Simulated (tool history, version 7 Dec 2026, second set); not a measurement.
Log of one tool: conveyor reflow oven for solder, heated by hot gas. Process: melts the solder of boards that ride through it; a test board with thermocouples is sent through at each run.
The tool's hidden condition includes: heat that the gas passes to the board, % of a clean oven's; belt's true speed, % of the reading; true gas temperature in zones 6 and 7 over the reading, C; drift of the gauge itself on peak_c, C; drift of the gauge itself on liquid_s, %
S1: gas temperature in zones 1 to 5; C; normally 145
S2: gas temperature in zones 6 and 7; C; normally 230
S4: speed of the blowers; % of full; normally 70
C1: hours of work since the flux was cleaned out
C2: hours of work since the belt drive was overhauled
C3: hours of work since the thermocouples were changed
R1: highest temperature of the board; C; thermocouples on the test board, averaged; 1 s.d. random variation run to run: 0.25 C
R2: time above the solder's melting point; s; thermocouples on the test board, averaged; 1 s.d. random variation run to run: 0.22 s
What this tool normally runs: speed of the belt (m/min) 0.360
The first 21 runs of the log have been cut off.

-- hour=163.6 belt drive overhauled, speed set with a stopwatch, once more
run 22 hour=164.1 | S1=156 S2=236 speed_of_the_belt_(m/min)=0.409 S4=53 | C1=65 C2=0 C3=85 | R1=215.1 R2=69.9
run 23 hour=171.3 | S1=146 S2=220 speed_of_the_belt_(m/min)=0.360 S4=70 | C1=70 C2=6 C3=90 | R1=208.4 R2=69.9
run 24 hour=176.1 | S1=145 S2=231 speed_of_the_belt_(m/min)=0.310 S4=70 | C1=73 C2=9 C3=93 | R1=221.3 R2=96.9
run 25 hour=183.0 | S1=145 S2=231 speed_of_the_belt_(m/min)=0.310 S4=70 | C1=78 C2=14 C3=99 | R1=221.2 R2=96.9
run 26 hour=191.0 | S1=145 S2=231 speed_of_the_belt_(m/min)=0.310 S4=70 | C1=84 C2=20 C3=104 | R1=221.3 R2=96.5
run 27 hour=196.3 | S1=145 S2=231 speed_of_the_belt_(m/min)=0.310 S4=70 | C1=88 C2=24 C3=108 | R1=221.3 R2=97.2
run 28 hour=204.1 | S1=145 S2=231 speed_of_the_belt_(m/min)=0.310 S4=70 | C1=94 C2=29 C3=114 | R1=221.1 R2=96.9
run 29 hour=214.2 | S1=145 S2=230 speed_of_the_belt_(m/min)=0.328 S4=70 | C1=101 C2=37 C3=121 | R1=218.9 R2=89.2
run 30 hour=221.9 | S1=145 S2=242 speed_of_the_belt_(m/min)=0.335 S4=70 | C1=107 C2=42 C3=127 | R1=228.9 R2=95.8

5 options for the next run, each taken on its own from the tool as it stands now. Forecast them:
run A hour=228.8 | S1=145 S2=236 speed_of_the_belt_(m/min)=0.335 S4=68 | C1=112 C2=47 C3=132 | R1=? R2=?
run B hour=228.8 | S1=131 S2=234 speed_of_the_belt_(m/min)=0.360 S4=64 | C1=112 C2=47 C3=132 | R1=? R2=?
run C hour=228.8 | S1=145 S2=230 speed_of_the_belt_(m/min)=0.310 S4=70 | C1=112 C2=47 C3=132 | R1=? R2=?
run D hour=228.8 | S1=145 S2=225 speed_of_the_belt_(m/min)=0.335 S4=70 | C1=112 C2=47 C3=132 | R1=? R2=?
run E hour=228.8 | S1=145 S2=237 speed_of_the_belt_(m/min)=0.360 S4=71 | C1=112 C2=47 C3=132 | R1=? R2=?

run=A R1=223.2 R2=90.2
run=B R1=215.1 R2=70.0
run=C R1=220.0 R2=95.9
run=D R1=214.2 R2=81.8
run=E R1=222.7 R2=83.4
The same runs, with their run-to-run variation unchanged, on a tool lacking any hidden condition would have given:
run=A R1=224.2 R2=91.2
run=B R1=216.3 R2=71.4
run=C R1=220.9 R2=97.0
run=D R1=215.1 R2=83.0
run=E R1=223.8 R2=84.4
